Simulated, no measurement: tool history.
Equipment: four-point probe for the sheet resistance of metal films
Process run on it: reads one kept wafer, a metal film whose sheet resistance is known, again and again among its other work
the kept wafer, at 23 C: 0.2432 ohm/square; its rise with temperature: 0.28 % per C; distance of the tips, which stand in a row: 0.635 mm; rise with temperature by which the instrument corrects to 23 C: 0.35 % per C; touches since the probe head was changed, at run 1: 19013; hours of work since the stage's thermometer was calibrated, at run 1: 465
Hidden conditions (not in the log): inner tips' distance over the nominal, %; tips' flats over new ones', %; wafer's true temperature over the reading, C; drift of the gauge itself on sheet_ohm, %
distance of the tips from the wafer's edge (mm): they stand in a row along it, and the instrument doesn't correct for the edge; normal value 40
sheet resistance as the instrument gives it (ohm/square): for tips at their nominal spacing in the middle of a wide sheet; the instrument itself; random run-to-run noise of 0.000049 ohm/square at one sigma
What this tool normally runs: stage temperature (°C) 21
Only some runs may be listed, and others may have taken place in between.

run   hour  stage temperature (°C)  distance of the tips from the wafer's edge (mm)  touches since the probe head was changed  hours of work since the stage's thermometer was calibrated  sheet resistance as the instrument gives it (ohm/square)
  1      0                      21                                               40                                     19013                                                         465                                                  0.243375
  2    8.4                      22                                               40                                     19515                                                         470                                                   0.24329
  3   25.4                      22                                               40                                     20540                                                         482                                                  0.243131
  4   38.2                      22                                               40                                     21307                                                         491                                                  0.243189
  5   46.2                      23                                               40                                     21790                                                         497                                                  0.242988
  6   58.6                      23                                               40                                     22530                                                         506                                                  0.242979
  7   72.9                      23                                               40                                     23395                                                         516                                                  0.242901
  8   89.3                      23                                                4                                     24380                                                         527                                                  0.246093
  9     98                      23                                                4                                     24901                                                         533                                                  0.246142
 10  111.2                      23                                                4                                     25691                                                         542                                                  0.246133
 11  126.6                      23                                                4                                     26618                                                         553                                                  0.246113
 12  134.4                      21                                                7                                     27085                                                         559                                                  0.244325
 13  143.6                      26                                               72                                     27641                                                         565                                                  0.242309
       145  -- stage's thermometer calibrated
 14  151.4                      33                                               38                                     28076                                                           4                                                  0.241128
 15  168.5                      20                                               58                                     29107                                                          16                                                  0.243388
 16  179.9                      21                                                5                                     29789                                                          24                                                   0.24525
 17  194.7                      29                                               13                                     30681                                                          35                                                  0.242148
     207.8  -- stage's thermometer calibrated, once more
 18  208.6                      23                                               12                                     31484                                                           1                                                  0.243161
 19  221.9                      21                                               62                                     32284                                                          10                                                  0.243119
 20  230.5                      26                                                8                                     32797                                                          16                                                  0.243083
 21  237.5                      27                                               12                                     33218                                                          21                                                  0.242484
 22  244.5                      32                                                4                                     33638                                                          26                                                  0.244533
 23  252.2                      21                                               34                                     34106                                                          31                                                  0.243148
 24  267.5                      32                                               25                                     35021                                                          42                                                  0.241325

For each entry between runs, how does the tool's hidden state at the last listed run before it compare with that at the first listed run after it?
After run 13, before run 14: stage's thermometer calibrated (hour 145)
  inner tips' distance over the nominal, %: -0.114 -> -0.117; wafer's true temperature over the reading, C: -0.11 -> -0.17
  measured value less the no-hidden-state value, sheet resistance as the instrument gives it (ohm/square): -0.000374 -> -0.000416
After run 17, before run 18: stage's thermometer calibrated, once more (hour 207.8)
  inner tips' distance over the nominal, %: -0.136 -> -0.142; wafer's true temperature over the reading, C: -0.18 -> -0.01
  measured value less the no-hidden-state value, sheet resistance as the instrument gives it (ohm/square): -0.000475 -> -0.00038

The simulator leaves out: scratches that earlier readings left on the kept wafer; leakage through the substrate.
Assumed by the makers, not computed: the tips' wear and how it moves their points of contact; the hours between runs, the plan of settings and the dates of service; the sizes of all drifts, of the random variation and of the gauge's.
